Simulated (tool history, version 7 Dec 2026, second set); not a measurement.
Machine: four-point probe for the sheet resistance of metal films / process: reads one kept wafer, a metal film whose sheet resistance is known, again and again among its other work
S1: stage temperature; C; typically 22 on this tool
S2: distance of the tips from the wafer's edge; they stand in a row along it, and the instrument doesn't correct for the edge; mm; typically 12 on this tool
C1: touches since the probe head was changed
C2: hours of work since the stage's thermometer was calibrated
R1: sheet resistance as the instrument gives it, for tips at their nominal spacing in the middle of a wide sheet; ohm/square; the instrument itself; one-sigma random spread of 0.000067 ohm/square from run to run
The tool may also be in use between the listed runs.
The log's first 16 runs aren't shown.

{"run": 17, "hour": 224.1, "S1": 22, "S2": 9, "C1": 39750, "C2": 1432, "R1": 0.335766}
{"run": 18, "hour": 238.1, "S1": 22, "S2": 9, "C1": 40270, "C2": 1443, "R1": 0.335751}
{"run": 19, "hour": 248.0, "S1": 22, "S2": 18, "C1": 40642, "C2": 1451, "R1": 0.335381}
{"run": 20, "hour": 261.2, "S1": 22, "S2": 18, "C1": 41132, "C2": 1461, "R1": 0.335389}
{"run": 21, "hour": 276.8, "S1": 22, "S2": 10, "C1": 41716, "C2": 1473, "R1": 0.335818}
{"run": 22, "hour": 288.7, "S1": 22, "S2": 10, "C1": 42158, "C2": 1482, "R1": 0.335678}
{"run": 23, "hour": 305.9, "S1": 22, "S2": 10, "C1": 42800, "C2": 1496, "R1": 0.33581}
{"run": 24, "hour": 323.8, "S1": 21, "S2": 6, "C1": 43468, "C2": 1510, "R1": 0.336568}
{"run": 25, "hour": 340.6, "S1": 28, "S2": 21, "C1": 44094, "C2": 1523, "R1": 0.335195}
{"run": 26, "hour": 359.8, "S1": 26, "S2": 3, "C1": 44812, "C2": 1538, "R1": 0.340108}
{"run": 27, "hour": 377.7, "S1": 26, "S2": 3, "C1": 45478, "C2": 1552, "R1": 0.340138}
{"run": 28, "hour": 391.5, "S1": 29, "S2": 4, "C1": 45994, "C2": 1563, "R1": 0.337838}
{"run": 29, "hour": 402.0, "S1": 29, "S2": 4, "C1": 46387, "C2": 1571, "R1": 0.337906}
{"run": 30, "hour": 417.3, "S1": 29, "S2": 4, "C1": 46955, "C2": 1583, "R1": 0.33782}
{"run": 31, "hour": 428.4, "S1": 29, "S2": 4, "C1": 47370, "C2": 1592, "R1": 0.337823}
{"run": 32, "hour": 448.7, "S1": 18, "S2": 4, "C1": 48126, "C2": 1608, "R1": 0.338318}
{"run": 33, "hour": 460.1, "S1": 18, "S2": 4, "C1": 48553, "C2": 1617, "R1": 0.338398}
{"run": 34, "hour": 477.3, "S1": 32, "S2": 22, "C1": 49195, "C2": 1630, "R1": 0.335103}
{"run": 35, "hour": 492.4, "S1": 32, "S2": 22, "C1": 49756, "C2": 1642, "R1": 0.335186}
{"run": 36, "hour": 504.2, "S1": 32, "S2": 22, "C1": 50199, "C2": 1651, "R1": 0.3351}
{"run": 37, "hour": 517.7, "S1": 32, "S2": 17, "C1": 50702, "C2": 1662, "R1": 0.335156}
{"run": 38, "hour": 528.3, "S1": 28, "S2": 44, "C1": 51096, "C2": 1670, "R1": 0.335284}
{"run": 39, "hour": 545.2, "S1": 28, "S2": 44, "C1": 51725, "C2": 1684, "R1": 0.335327}

For run 40, what comes out?
{"run": 40, "hour": 556.7, "S1": 28, "S2": 44, "C1": 52156, "C2": 1693, "R1": "?"}

For run 40 the tool returned R1 0.335183 ohm/square.
On a tool with no hidden condition, and with the same random variation, this run would have come out at R1 0.332516 ohm/square.

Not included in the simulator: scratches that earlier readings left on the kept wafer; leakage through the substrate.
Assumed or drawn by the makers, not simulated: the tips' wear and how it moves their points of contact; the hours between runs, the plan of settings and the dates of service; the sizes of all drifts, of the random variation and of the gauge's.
